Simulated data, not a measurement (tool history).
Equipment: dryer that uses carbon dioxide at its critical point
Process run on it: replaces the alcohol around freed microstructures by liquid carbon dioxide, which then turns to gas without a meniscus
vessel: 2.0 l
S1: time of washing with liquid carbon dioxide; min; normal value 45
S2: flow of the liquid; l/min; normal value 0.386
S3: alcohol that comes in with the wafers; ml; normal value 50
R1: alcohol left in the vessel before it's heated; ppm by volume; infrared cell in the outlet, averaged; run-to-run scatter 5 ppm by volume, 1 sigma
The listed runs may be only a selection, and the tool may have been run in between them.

run,hour,S1,S2,S3,R1
1,0.0,45,0.386,50,14
2,6.1,63,0.386,50,8
3,14.3,45,0.386,50,10
4,24.6,45,0.651,50,14
5,38.2,45,0.651,50,10
6,50.4,45,0.651,50,9
7,63.3,45,0.651,50,22
8,72.1,45,0.386,47,23
9,79.9,61,0.386,50,19
10,88.3,61,0.386,50,20
11,96.8,61,0.386,50,25
12,105.4,61,0.386,50,17
13,117.4,45,0.386,45,40
14,123.9,45,0.386,50,33
15,135.1,45,0.404,50,38
16,149.6,51,0.386,50,33
17,157.3,51,0.386,50,36
18,164.5,51,0.386,50,41
19,174.3,32,0.386,50,123
20,189.1,45,0.386,73,51
21,203.0,45,0.386,73,60
22,214.7,45,0.386,73,56
23,228.9,45,0.386,38,46
24,238.4,45,0.386,38,54
25,251.6,68,0.249,94,82
26,259.4,47,0.489,83,45
27,273.5,47,0.489,83,53
28,280.4,50,0.353,45,67
29,288.4,49,0.337,45,69
30,299.1,49,0.337,45,86
31,305.8,61,0.517,20,52
32,314.2,34,0.444,20,81
33,327.3,66,0.345,20,60
34,335.3,28,0.345,25,274
35,348.8,28,0.345,25,270
36,363.7,35,0.571,36,64
37,369.9,65,0.472,36,70
38,379.5,65,0.472,36,62
39,388.7,45,0.386,115,106
40,396.7,45,0.386,115,104
41,405.9,45,0.386,115,117
# hour 410.8: inlet filter changed
42,418.8,45,0.386,115,89
43,427.4,45,0.393,32,80
44,441.3,30,0.386,28,134
45,451.4,69,0.279,36,89
46,458.5,48,0.275,36,128
47,472.5,44,0.386,50,85

How would selected steps in R1 from run to run divide? Give the signed amount a tool lacking its hidden state would still show from settings, what came in and random variation, and the signed amount left for the hidden state, including any gauge scatter that is not in both of the compared results.
Hidden state at play: flow that reaches the vessel past the clogged filter, %; alcohol in the recycled carbon dioxide, ppm; drift of the gauge itself on alcohol_ppm, %.
Run 18 -> 19: S1 51 -> 32. R1 +82 ppm by volume: hidden state +29, all else +53.
Run 33 -> 34: S1 66 -> 28, S3 20 -> 25. R1 +214 ppm by volume: hidden state +79, all else +135.
Run 35 -> 36: S1 28 -> 35, S2 0.345 -> 0.571, S3 25 -> 36. R1 -206 ppm by volume: hidden state -75, all else -131.
